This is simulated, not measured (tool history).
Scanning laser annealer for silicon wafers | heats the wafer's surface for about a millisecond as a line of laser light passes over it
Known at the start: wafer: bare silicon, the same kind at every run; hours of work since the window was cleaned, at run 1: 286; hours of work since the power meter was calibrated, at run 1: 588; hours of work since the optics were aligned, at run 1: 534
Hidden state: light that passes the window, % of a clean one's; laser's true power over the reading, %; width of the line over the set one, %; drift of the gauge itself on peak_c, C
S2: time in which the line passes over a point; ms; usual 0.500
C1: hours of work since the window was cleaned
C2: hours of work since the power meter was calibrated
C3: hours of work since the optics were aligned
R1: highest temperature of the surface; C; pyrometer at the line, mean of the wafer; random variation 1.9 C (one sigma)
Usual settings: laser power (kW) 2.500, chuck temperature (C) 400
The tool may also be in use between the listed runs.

{"run": 1, "hour": 0.0, "laser power (kW)": 2.5, "S2": 0.5, "chuck temperature (C)": 400, "C1": 286, "C2": 588, "C3": 534, "R1": 1109}
{"run": 2, "hour": 62.0, "laser power (kW)": 2.5, "S2": 0.5, "chuck temperature (C)": 400, "C1": 311, "C2": 613, "C3": 558, "R1": 1110}
{"run": 3, "hour": 100.8, "laser power (kW)": 2.5, "S2": 0.5, "chuck temperature (C)": 400, "C1": 326, "C2": 629, "C3": 574, "R1": 1104}
{"run": 4, "hour": 162.4, "laser power (kW)": 2.5, "S2": 0.5, "chuck temperature (C)": 400, "C1": 351, "C2": 653, "C3": 599, "R1": 1108}
{"run": 5, "hour": 221.5, "laser power (kW)": 2.5, "S2": 0.5, "chuck temperature (C)": 408, "C1": 375, "C2": 677, "C3": 622, "R1": 1115}
{"run": 6, "hour": 260.8, "laser power (kW)": 2.156, "S2": 0.5, "chuck temperature (C)": 400, "C1": 390, "C2": 693, "C3": 638, "R1": 1000}
{"run": 7, "hour": 322.9, "laser power (kW)": 2.156, "S2": 0.5, "chuck temperature (C)": 400, "C1": 415, "C2": 718, "C3": 663, "R1": 1002}
{"run": 8, "hour": 396.9, "laser power (kW)": 2.5, "S2": 0.5, "chuck temperature (C)": 391, "C1": 445, "C2": 747, "C3": 693, "R1": 1101}
{"run": 9, "hour": 473.8, "laser power (kW)": 2.353, "S2": 0.353, "chuck temperature (C)": 428, "C1": 476, "C2": 778, "C3": 724, "R1": 983}
{"run": 10, "hour": 554.0, "laser power (kW)": 2.668, "S2": 0.411, "chuck temperature (C)": 428, "C1": 508, "C2": 810, "C3": 756, "R1": 1119}
{"run": 11, "hour": 636.4, "laser power (kW)": 2.668, "S2": 0.411, "chuck temperature (C)": 428, "C1": 541, "C2": 844, "C3": 789, "R1": 1116}
{"run": 12, "hour": 707.8, "laser power (kW)": 2.676, "S2": 0.411, "chuck temperature (C)": 428, "C1": 570, "C2": 872, "C3": 818, "R1": 1120}
{"run": 13, "hour": 748.3, "laser power (kW)": 2.676, "S2": 0.411, "chuck temperature (C)": 428, "C1": 586, "C2": 888, "C3": 834, "R1": 1121}
{"run": 14, "hour": 790.4, "laser power (kW)": 2.676, "S2": 0.411, "chuck temperature (C)": 428, "C1": 603, "C2": 905, "C3": 851, "R1": 1120}
{"run": 15, "hour": 843.1, "laser power (kW)": 2.676, "S2": 0.411, "chuck temperature (C)": 428, "C1": 624, "C2": 926, "C3": 872, "R1": 1122}

3 ways to go on from here, each from the tool as it stands after run 15. What would each give?
{"run": "A", "hour": 876.7, "laser power (kW)": 2.5, "S2": 0.52, "chuck temperature (C)": 433, "C1": 638, "C2": 940, "C3": 885, "R1": "?"}
{"run": "B", "hour": 876.7, "laser power (kW)": 2.302, "S2": 0.532, "chuck temperature (C)": 416, "C1": 638, "C2": 940, "C3": 885, "R1": "?"}
{"run": "C", "hour": 876.7, "laser power (kW)": 2.627, "S2": 0.365, "chuck temperature (C)": 420, "C1": 638, "C2": 940, "C3": 885, "R1": "?"}

run=A R1=1156
run=B R1=1082
run=C R1=1061
Without the tool's hidden state the same runs would have given:
run=A R1=1157
run=B R1=1083
run=C R1=1061

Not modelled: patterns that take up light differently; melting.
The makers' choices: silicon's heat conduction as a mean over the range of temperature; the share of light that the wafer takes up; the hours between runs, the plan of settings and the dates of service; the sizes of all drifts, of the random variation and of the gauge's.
